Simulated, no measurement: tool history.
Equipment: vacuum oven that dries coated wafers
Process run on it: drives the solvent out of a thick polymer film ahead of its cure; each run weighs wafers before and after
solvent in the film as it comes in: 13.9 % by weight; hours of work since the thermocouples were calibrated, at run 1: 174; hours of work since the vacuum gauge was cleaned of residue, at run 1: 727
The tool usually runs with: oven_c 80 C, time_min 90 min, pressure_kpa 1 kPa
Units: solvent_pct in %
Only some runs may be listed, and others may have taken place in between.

run	hour	oven_c	time_min	pressure_kpa	hours of work since the thermocouples were calibrated	hours of work since the vacuum gauge was cleaned of residue	solvent_pct
1	0	80	90	1	174	727	1.52
2	36.8	80	90	1	191	744	1.52
3	57.7	80	90	1	201	754	1.49
4	102.8	68	90	1	221	774	3.89
5	148.2	80	148	1	242	795	1.05
# hour 153.9: oven's thermocouples calibrated
6	191.7	80	148	1	17	814	1.06
7	227.5	94	148	1	34	831	0.57
8	275.7	76	90	1	56	853	2.06
9	307	78	90	1	70	867	1.76
10	329.1	78	90	1	80	877	1.74
11	349.5	86	98	3.32	90	887	2.46
12	391.8	86	98	3.32	109	906	2.38
13	432	92	146	3.32	128	924	1.82
# hour 436.6: oven's thermocouples calibrated, once more
14	461.2	92	146	3.32	11	937	1.89

Consider 4 possible next runs. They are alternatives, not a sequence: every one starts from the tool as it was left by run 14. What does each give?
A	487.7	71	132	3.32	23	949	?
B	487.7	80	105	3.44	23	949	?
C	487.7	83	94	3.32	23	949	?
D	487.7	81	135	1	23	949	?

run	solvent_pct
A	4.96
B	3.4
C	2.92
D	1.1
Take away the tool's hidden state, keep each run's random variation, and the runs would have read:
run	solvent_pct
A	4.77
B	3.27
C	2.8
D	0.93
